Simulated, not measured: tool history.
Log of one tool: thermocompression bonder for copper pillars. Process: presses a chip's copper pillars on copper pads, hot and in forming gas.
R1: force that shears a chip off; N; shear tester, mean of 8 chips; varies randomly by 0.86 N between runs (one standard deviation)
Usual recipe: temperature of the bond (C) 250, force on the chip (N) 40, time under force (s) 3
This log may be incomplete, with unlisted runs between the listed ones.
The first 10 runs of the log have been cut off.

run 11 hour=222.6 | temperature_of_the_bond_(C)=241 force_on_the_chip_(N)=40 time_under_force_(s)=3 | R1=59.2
run 12 hour=246.0 | temperature_of_the_bond_(C)=241 force_on_the_chip_(N)=40 time_under_force_(s)=3 | R1=58.5
run 13 hour=271.4 | temperature_of_the_bond_(C)=241 force_on_the_chip_(N)=40 time_under_force_(s)=3 | R1=58.8
-- hour=298.5 forming gas filter changed
run 14 hour=298.5 | temperature_of_the_bond_(C)=241 force_on_the_chip_(N)=40 time_under_force_(s)=3 | R1=61.8
run 15 hour=321.3 | temperature_of_the_bond_(C)=241 force_on_the_chip_(N)=40 time_under_force_(s)=3 | R1=60.7
run 16 hour=346.2 | temperature_of_the_bond_(C)=241 force_on_the_chip_(N)=40 time_under_force_(s)=3 | R1=61.0
run 17 hour=365.8 | temperature_of_the_bond_(C)=248 force_on_the_chip_(N)=40 time_under_force_(s)=4 | R1=74.0
run 18 hour=390.0 | temperature_of_the_bond_(C)=250 force_on_the_chip_(N)=38 time_under_force_(s)=5 | R1=78.9
run 19 hour=414.6 | temperature_of_the_bond_(C)=275 force_on_the_chip_(N)=48 time_under_force_(s)=3 | R1=100.1
run 20 hour=436.7 | temperature_of_the_bond_(C)=237 force_on_the_chip_(N)=46 time_under_force_(s)=8 | R1=86.9
run 21 hour=459.7 | temperature_of_the_bond_(C)=276 force_on_the_chip_(N)=28 time_under_force_(s)=2 | R1=64.1
run 22 hour=473.5 | temperature_of_the_bond_(C)=250 force_on_the_chip_(N)=40 time_under_force_(s)=7 | R1=89.6
run 23 hour=487.7 | temperature_of_the_bond_(C)=250 force_on_the_chip_(N)=40 time_under_force_(s)=7 | R1=89.7
run 24 hour=510.6 | temperature_of_the_bond_(C)=250 force_on_the_chip_(N)=40 time_under_force_(s)=4 | R1=73.6
run 25 hour=528.8 | temperature_of_the_bond_(C)=230 force_on_the_chip_(N)=58 time_under_force_(s)=3 | R1=65.0
run 26 hour=544.9 | temperature_of_the_bond_(C)=230 force_on_the_chip_(N)=58 time_under_force_(s)=3 | R1=66.0
run 27 hour=558.4 | temperature_of_the_bond_(C)=227 force_on_the_chip_(N)=24 time_under_force_(s)=7 | R1=47.4
run 28 hour=582.3 | temperature_of_the_bond_(C)=245 force_on_the_chip_(N)=44 time_under_force_(s)=7 | R1=88.0
run 29 hour=601.1 | temperature_of_the_bond_(C)=253 force_on_the_chip_(N)=28 time_under_force_(s)=3 | R1=54.1
run 30 hour=623.8 | temperature_of_the_bond_(C)=253 force_on_the_chip_(N)=28 time_under_force_(s)=3 | R1=54.3
run 31 hour=646.4 | temperature_of_the_bond_(C)=253 force_on_the_chip_(N)=28 time_under_force_(s)=3 | R1=53.6

Below are 3 alternative next runs, each starting from the tool's condition after run 31. Predict each:
run A hour=658.7 | temperature_of_the_bond_(C)=276 force_on_the_chip_(N)=40 time_under_force_(s)=2 | R1=?
run B hour=658.7 | temperature_of_the_bond_(C)=242 force_on_the_chip_(N)=28 time_under_force_(s)=7 | R1=?
run C hour=658.7 | temperature_of_the_bond_(C)=250 force_on_the_chip_(N)=32 time_under_force_(s)=3 | R1=?

run=A R1=77.9
run=B R1=64.0
run=C R1=56.6
Had the tool no hidden state, the same runs would have come out as:
run=A R1=82.5
run=B R1=68.7
run=C R1=60.8

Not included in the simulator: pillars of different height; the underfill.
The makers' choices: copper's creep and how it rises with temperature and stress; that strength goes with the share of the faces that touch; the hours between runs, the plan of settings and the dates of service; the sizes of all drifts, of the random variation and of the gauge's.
